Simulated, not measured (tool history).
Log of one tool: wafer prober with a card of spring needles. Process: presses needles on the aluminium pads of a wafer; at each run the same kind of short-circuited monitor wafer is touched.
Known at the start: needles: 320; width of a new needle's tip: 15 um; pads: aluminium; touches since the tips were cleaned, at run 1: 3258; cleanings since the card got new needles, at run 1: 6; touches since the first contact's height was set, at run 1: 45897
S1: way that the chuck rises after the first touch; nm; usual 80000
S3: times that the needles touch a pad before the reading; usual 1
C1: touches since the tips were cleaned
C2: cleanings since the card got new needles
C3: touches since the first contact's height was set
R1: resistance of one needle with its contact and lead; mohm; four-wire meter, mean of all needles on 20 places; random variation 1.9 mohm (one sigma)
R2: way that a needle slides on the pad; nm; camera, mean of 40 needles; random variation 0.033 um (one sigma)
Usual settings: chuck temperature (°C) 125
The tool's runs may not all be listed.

run 1 hour=0.0 | S1=80000 chuck_temperature_(°C)=125 S3=1 | C1=3258 C2=6 C3=45897 | R1=244 R2=16620
run 2 hour=6.2 | S1=80000 chuck_temperature_(°C)=28 S3=1 | C1=4432 C2=6 C3=47071 | R1=236 R2=16670
-- hour=15.0 tips cleaned on abrasive film
run 3 hour=15.0 | S1=80000 chuck_temperature_(°C)=125 S3=2 | C1=0 C2=7 C3=48714 | R1=212 R2=16620
run 4 hour=22.4 | S1=80000 chuck_temperature_(°C)=125 S3=2 | C1=1411 C2=7 C3=50125 | R1=228 R2=16660
run 5 hour=28.7 | S1=69000 chuck_temperature_(°C)=125 S3=1 | C1=2612 C2=7 C3=51326 | R1=248 R2=14370
run 6 hour=36.1 | S1=80000 chuck_temperature_(°C)=125 S3=1 | C1=4011 C2=7 C3=52725 | R1=253 R2=16690
-- hour=47.3 tips cleaned on abrasive film
run 7 hour=48.1 | S1=80000 chuck_temperature_(°C)=125 S3=1 | C1=138 C2=8 C3=54973 | R1=216 R2=16650
run 8 hour=53.1 | S1=80000 chuck_temperature_(°C)=125 S3=1 | C1=1085 C2=8 C3=55920 | R1=224 R2=16650
run 9 hour=64.2 | S1=80000 chuck_temperature_(°C)=125 S3=1 | C1=3189 C2=8 C3=58024 | R1=248 R2=16600
run 10 hour=72.8 | S1=80000 chuck_temperature_(°C)=43 S3=1 | C1=4818 C2=8 C3=59653 | R1=243 R2=16660
-- hour=79.9 tips cleaned on abrasive film
run 11 hour=82.0 | S1=80000 chuck_temperature_(°C)=43 S3=1 | C1=405 C2=9 C3=61388 | R1=201 R2=16660
run 12 hour=94.2 | S1=80000 chuck_temperature_(°C)=61 S3=1 | C1=2711 C2=9 C3=63694 | R1=233 R2=16660
run 13 hour=100.5 | S1=80000 chuck_temperature_(°C)=61 S3=1 | C1=3913 C2=9 C3=64896 | R1=237 R2=16630
run 14 hour=106.4 | S1=80000 chuck_temperature_(°C)=61 S3=1 | C1=5025 C2=9 C3=66008 | R1=244 R2=16650
-- hour=112.6 tips cleaned on abrasive film
run 15 hour=114.3 | S1=80000 chuck_temperature_(°C)=81 S3=1 | C1=309 C2=10 C3=67485 | R1=212 R2=16670
run 16 hour=124.1 | S1=80000 chuck_temperature_(°C)=81 S3=1 | C1=2173 C2=10 C3=69349 | R1=231 R2=16630
run 17 hour=131.6 | S1=80000 chuck_temperature_(°C)=81 S3=1 | C1=3592 C2=10 C3=70768 | R1=240 R2=16640
run 18 hour=142.9 | S1=80000 chuck_temperature_(°C)=125 S3=1 | C1=5736 C2=10 C3=72912 | R1=256 R2=16660
-- hour=145.5 tips cleaned on abrasive film
run 19 hour=149.1 | S1=92000 chuck_temperature_(°C)=114 S3=2 | C1=680 C2=11 C3=74062 | R1=211 R2=19160
run 20 hour=158.8 | S1=79000 chuck_temperature_(°C)=79 S3=1 | C1=2530 C2=11 C3=75912 | R1=237 R2=16450
run 21 hour=169.7 | S1=79000 chuck_temperature_(°C)=79 S3=1 | C1=4590 C2=11 C3=77972 | R1=243 R2=16360
-- hour=177.7 tips cleaned on abrasive film
run 22 hour=178.4 | S1=80000 chuck_temperature_(°C)=125 S3=1 | C1=136 C2=12 C3=79604 | R1=216 R2=16650
run 23 hour=188.3 | S1=79000 chuck_temperature_(°C)=48 S3=1 | C1=2008 C2=12 C3=81476 | R1=231 R2=16410
run 24 hour=195.4 | S1=78000 chuck_temperature_(°C)=116 S3=1 | C1=3354 C2=12 C3=82822 | R1=246 R2=16250
run 25 hour=204.3 | S1=91000 chuck_temperature_(°C)=61 S3=1 | C1=5051 C2=12 C3=84519 | R1=240 R2=18910
-- hour=209.9 tips cleaned on abrasive film
run 26 hour=213.4 | S1=78000 chuck_temperature_(°C)=59 S3=2 | C1=660 C2=13 C3=86217 | R1=207 R2=16220
run 27 hour=222.2 | S1=87000 chuck_temperature_(°C)=65 S3=3 | C1=2327 C2=13 C3=87884 | R1=208 R2=18080
run 28 hour=229.7 | S1=87000 chuck_temperature_(°C)=65 S3=3 | C1=3752 C2=13 C3=89309 | R1=211 R2=18090
run 29 hour=241.3 | S1=71000 chuck_temperature_(°C)=30 S3=3 | C1=5949 C2=13 C3=91506 | R1=212 R2=14700
-- hour=242.3 tips cleaned on abrasive film
run 30 hour=250.9 | S1=88000 chuck_temperature_(°C)=55 S3=2 | C1=1633 C2=14 C3=93310 | R1=208 R2=18270
run 31 hour=258.9 | S1=88000 chuck_temperature_(°C)=55 S3=2 | C1=3151 C2=14 C3=94828 | R1=216 R2=18250
run 32 hour=267.5 | S1=88000 chuck_temperature_(°C)=55 S3=2 | C1=4782 C2=14 C3=96459 | R1=220 R2=18250
-- hour=275.2 tips cleaned on abrasive film
run 33 hour=280.0 | S1=88000 chuck_temperature_(°C)=55 S3=2 | C1=902 C2=15 C3=98803 | R1=206 R2=18250
run 34 hour=291.8 | S1=87000 chuck_temperature_(°C)=28 S3=2 | C1=3152 C2=15 C3=101053 | R1=209 R2=18020
run 35 hour=299.6 | S1=76000 chuck_temperature_(°C)=34 S3=2 | C1=4615 C2=15 C3=102516 | R1=222 R2=15800

How the hidden state differs across the entries between the runs, from the last listed run before each to the first after it:
Between runs 2 and 3: tips cleaned on abrasive film (hour 15.0)
  debris on the tips, nm: 128.5 -> 10.9; way that the needles fall short of the set height, um: 0.33 -> 0.37; tips' diameter, um: 15.12 -> 15.13
  measured less the result without the state, R1: +47 -> +2 mohm; R2: -70 -> -70 nm
Between runs 6 and 7: tips cleaned on abrasive film (hour 47.3)
  debris on the tips, nm: 124.1 -> 19.9; way that the needles fall short of the set height, um: 0.37 -> 0.44; tips' diameter, um: 15.13 -> 15.15
  measured less the result without the state, R1: +42 -> +6 mohm; R2: -80 -> -90 nm
Between runs 10 and 11: tips cleaned on abrasive film (hour 79.9)
  debris on the tips, nm: 131.7 -> 27; way that the needles fall short of the set height, um: 0.44 -> 0.48; tips' diameter, um: 15.15 -> 15.17
  measured less the result without the state, R1: +49 -> +9 mohm; R2: -90 -> -110 nm
Between runs 14 and 15: tips cleaned on abrasive film (hour 112.6)
  debris on the tips, nm: 131.7 -> 31.1; way that the needles fall short of the set height, um: 0.48 -> 0.53; tips' diameter, um: 15.17 -> 15.19
  measured less the result without the state, R1: +47 -> +11 mohm; R2: -100 -> -110 nm
Between runs 18 and 19: tips cleaned on abrasive film (hour 145.5)
  debris on the tips, nm: 139.3 -> 46; way that the needles fall short of the set height, um: 0.53 -> 0.58; tips' diameter, um: 15.19 -> 15.2
  measured less the result without the state, R1: +46 -> +9 mohm; R2: -110 -> -120 nm
Between runs 21 and 22: tips cleaned on abrasive film (hour 177.7)
  debris on the tips, nm: 128.6 -> 17.7; way that the needles fall short of the set height, um: 0.58 -> 0.64; tips' diameter, um: 15.2 -> 15.22
  measured less the result without the state, R1: +44 -> +5 mohm; R2: -130 -> -140 nm
Between runs 25 and 26: tips cleaned on abrasive film (hour 209.9)
  debris on the tips, nm: 134.5 -> 43.1; way that the needles fall short of the set height, um: 0.64 -> 0.69; tips' diameter, um: 15.22 -> 15.24
  measured less the result without the state, R1: +42 -> +9 mohm; R2: -130 -> -140 nm
Between runs 29 and 30: tips cleaned on abrasive film (hour 242.3)
  debris on the tips, nm: 139.8 -> 78.6; way that the needles fall short of the set height, um: 0.69 -> 0.74; tips' diameter, um: 15.24 -> 15.26
  measured less the result without the state, R1: +23 -> +15 mohm; R2: -150 -> -160 nm
Between runs 32 and 33: tips cleaned on abrasive film (hour 275.2)
  debris on the tips, nm: 131.8 -> 54.6; way that the needles fall short of the set height, um: 0.74 -> 0.79; tips' diameter, um: 15.26 -> 15.28
  measured less the result without the state, R1: +25 -> +10 mohm; R2: -160 -> -160 nm
